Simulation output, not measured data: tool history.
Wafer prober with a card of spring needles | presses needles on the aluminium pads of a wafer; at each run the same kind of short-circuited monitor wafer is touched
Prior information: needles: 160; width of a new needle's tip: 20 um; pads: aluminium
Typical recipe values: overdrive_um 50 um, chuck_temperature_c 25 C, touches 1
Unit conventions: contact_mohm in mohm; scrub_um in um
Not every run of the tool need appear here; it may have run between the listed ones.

run	hour	overdrive_um	chuck_temperature_c	touches	contact_mohm	scrub_um
1	0.0	50	25	1	566	8.12
# hour 8.2: tips cleaned on abrasive film
# hour 11.6: height of the first contact set anew
2	11.8	50	25	1	364	8.34
3	23.8	50	117	1	495	8.30
4	34.6	50	117	1	558	8.35
# hour 39.8: tips cleaned on abrasive film
5	44.8	50	117	1	396	8.31
6	60.0	50	117	1	528	8.31
# hour 71.1: tips cleaned on abrasive film
7	77.5	50	76	1	400	8.29
8	87.2	50	25	1	502	8.28
9	101.3	43	63	1	686	7.10
# hour 102.8: tips cleaned on abrasive film
10	113.4	50	33	2	379	8.30
11	131.8	50	41	3	383	8.26
# hour 134.8: tips cleaned on abrasive film
12	148.7	50	57	3	342	8.30
# hour 167.2: tips cleaned on abrasive film
13	167.2	50	57	3	285	8.25

What will run 14 give?
14	184.1	46	54	1	?	?

{"run 14": {"contact_mohm": 574, "scrub_um": 7.6}}
On a tool with no hidden condition, and with the same random variation, this run would have come out at contact_mohm 274 mohm, scrub_um 7.64 um.
